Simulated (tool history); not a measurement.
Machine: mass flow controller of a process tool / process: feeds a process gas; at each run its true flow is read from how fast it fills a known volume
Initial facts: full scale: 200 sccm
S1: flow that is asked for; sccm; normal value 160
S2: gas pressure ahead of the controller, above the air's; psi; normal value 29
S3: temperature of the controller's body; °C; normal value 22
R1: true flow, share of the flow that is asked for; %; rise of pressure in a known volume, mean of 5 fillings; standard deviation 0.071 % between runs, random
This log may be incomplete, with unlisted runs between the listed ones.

{"run": 1, "hour": 0.0, "S1": 160, "S2": 29, "S3": 22, "R1": 100.29}
{"run": 2, "hour": 149.8, "S1": 160, "S2": 29, "S3": 22, "R1": 100.46}
{"run": 3, "hour": 220.4, "S1": 160, "S2": 29, "S3": 22, "R1": 100.39}
{"run": 4, "hour": 288.8, "S1": 160, "S2": 29, "S3": 22, "R1": 100.39}
{"run": 5, "hour": 398.2, "S1": 160, "S2": 28.9, "S3": 22, "R1": 100.41}
{"run": 6, "hour": 539.7, "S1": 160, "S2": 28.9, "S3": 22, "R1": 100.55}
{"run": 7, "hour": 639.0, "S1": 160, "S2": 25.4, "S3": 22, "R1": 100.54}
{"run": 8, "hour": 704.9, "S1": 160, "S2": 25.4, "S3": 22, "R1": 100.58}
{"run": 9, "hour": 852.1, "S1": 160, "S2": 25.4, "S3": 22, "R1": 100.76}
{"run": 10, "hour": 998.5, "S1": 160, "S2": 25.4, "S3": 22, "R1": 100.63}
{"run": 11, "hour": 1133.8, "S1": 160, "S2": 29, "S3": 38, "R1": 99.71}
{"run": 12, "hour": 1268.3, "S1": 154, "S2": 36.7, "S3": 37, "R1": 99.68}
{"run": 13, "hour": 1391.0, "S1": 154, "S2": 39.6, "S3": 24, "R1": 100.42}
{"run": 14, "hour": 1462.2, "S1": 160, "S2": 29, "S3": 38, "R1": 99.71}
{"run": 15, "hour": 1550.8, "S1": 177, "S2": 37, "S3": 29, "R1": 100.14}
{"run": 16, "hour": 1667.9, "S1": 177, "S2": 37, "S3": 29, "R1": 100.26}
{"run": 17, "hour": 1812.7, "S1": 177, "S2": 37, "S3": 29, "R1": 100.33}
{"run": 18, "hour": 1903.0, "S1": 151, "S2": 29, "S3": 33, "R1": 100.15}
{"run": 19, "hour": 2035.3, "S1": 151, "S2": 29, "S3": 33, "R1": 100.3}

What would each run have given without the hidden state, its run-to-run variation left as it was?
Hidden state at play: flow at rest that the sensor doesn't see, % of full scale; true flow over the shown one, %; drift of the gauge itself on true_pct, %.
run=1 R1=100.09
run=2 R1=100.21
run=3 R1=100.12
run=4 R1=100.11
run=5 R1=100.09
run=6 R1=100.19
run=7 R1=100.15
run=8 R1=100.16
run=9 R1=100.31
run=10 R1=100.14
run=11 R1=99.18
run=12 R1=99.1
run=13 R1=99.8
run=14 R1=99.08
run=15 R1=99.51
run=16 R1=99.6
run=17 R1=99.62
run=18 R1=99.36
run=19 R1=99.47
